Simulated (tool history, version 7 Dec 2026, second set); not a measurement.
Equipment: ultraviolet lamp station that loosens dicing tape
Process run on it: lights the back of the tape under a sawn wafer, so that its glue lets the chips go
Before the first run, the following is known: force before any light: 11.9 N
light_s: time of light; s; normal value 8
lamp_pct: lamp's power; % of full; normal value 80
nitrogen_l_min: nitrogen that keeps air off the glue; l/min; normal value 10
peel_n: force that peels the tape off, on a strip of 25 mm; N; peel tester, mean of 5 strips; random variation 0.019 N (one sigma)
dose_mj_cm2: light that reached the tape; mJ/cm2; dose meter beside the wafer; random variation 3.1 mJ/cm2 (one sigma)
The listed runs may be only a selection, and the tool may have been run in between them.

run 1 hour=0.0 | light_s=8 lamp_pct=80 nitrogen_l_min=10 | peel_n=1.614 dose_mj_cm2=370
run 2 hour=46.3 | light_s=8 lamp_pct=80 nitrogen_l_min=10 | peel_n=1.639 dose_mj_cm2=357
run 3 hour=91.2 | light_s=8 lamp_pct=80 nitrogen_l_min=10 | peel_n=1.710 dose_mj_cm2=344
-- hour=138.3 window cleaned of glue's vapour
run 4 hour=147.0 | light_s=8 lamp_pct=80 nitrogen_l_min=10 | peel_n=1.749 dose_mj_cm2=353
run 5 hour=192.0 | light_s=8 lamp_pct=80 nitrogen_l_min=10 | peel_n=1.858 dose_mj_cm2=345
run 6 hour=239.8 | light_s=8 lamp_pct=80 nitrogen_l_min=10 | peel_n=1.893 dose_mj_cm2=340
run 7 hour=300.7 | light_s=8 lamp_pct=80 nitrogen_l_min=10 | peel_n=2.054 dose_mj_cm2=316
run 8 hour=346.4 | light_s=8 lamp_pct=87 nitrogen_l_min=10 | peel_n=1.907 dose_mj_cm2=340
run 9 hour=409.1 | light_s=8 lamp_pct=87 nitrogen_l_min=10 | peel_n=1.973 dose_mj_cm2=325
run 10 hour=471.3 | light_s=10 lamp_pct=94 nitrogen_l_min=19 | peel_n=0.810 dose_mj_cm2=412
run 11 hour=509.8 | light_s=6 lamp_pct=76 nitrogen_l_min=7 | peel_n=4.549 dose_mj_cm2=193
run 12 hour=547.9 | light_s=8 lamp_pct=86 nitrogen_l_min=4 | peel_n=3.945 dose_mj_cm2=279
-- hour=595.8 lamp changed
run 13 hour=602.2 | light_s=11 lamp_pct=98 nitrogen_l_min=6 | peel_n=0.446 dose_mj_cm2=777
run 14 hour=648.8 | light_s=6 lamp_pct=74 nitrogen_l_min=8 | peel_n=2.494 dose_mj_cm2=316
run 15 hour=716.4 | light_s=6 lamp_pct=74 nitrogen_l_min=8 | peel_n=2.525 dose_mj_cm2=297
run 16 hour=782.1 | light_s=6 lamp_pct=67 nitrogen_l_min=6 | peel_n=3.628 dose_mj_cm2=259
run 17 hour=814.5 | light_s=4 lamp_pct=74 nitrogen_l_min=7 | peel_n=4.935 dose_mj_cm2=189
run 18 hour=891.3 | light_s=7 lamp_pct=94 nitrogen_l_min=8 | peel_n=1.578 dose_mj_cm2=405

Forecast each of these 3 alternatives for the next run:
-- hour=895.2 window cleaned of glue's vapour
run A hour=966.2 | light_s=7 lamp_pct=94 nitrogen_l_min=7 | peel_n=? dose_mj_cm2=?
-- hour=895.2 window cleaned of glue's vapour
run B hour=966.2 | light_s=9 lamp_pct=93 nitrogen_l_min=3 | peel_n=? dose_mj_cm2=?
-- hour=895.2 window cleaned of glue's vapour
run C hour=966.2 | light_s=8 lamp_pct=92 nitrogen_l_min=13 | peel_n=? dose_mj_cm2=?

run=A peel_n=1.674 dose_mj_cm2=407
run=B peel_n=2.020 dose_mj_cm2=518
run=C peel_n=0.791 dose_mj_cm2=459
With the hidden condition removed and each run's random variation left untouched, the same runs would have given:
run=A peel_n=1.146 dose_mj_cm2=492
run=B peel_n=1.419 dose_mj_cm2=625
run=C peel_n=0.494 dose_mj_cm2=554

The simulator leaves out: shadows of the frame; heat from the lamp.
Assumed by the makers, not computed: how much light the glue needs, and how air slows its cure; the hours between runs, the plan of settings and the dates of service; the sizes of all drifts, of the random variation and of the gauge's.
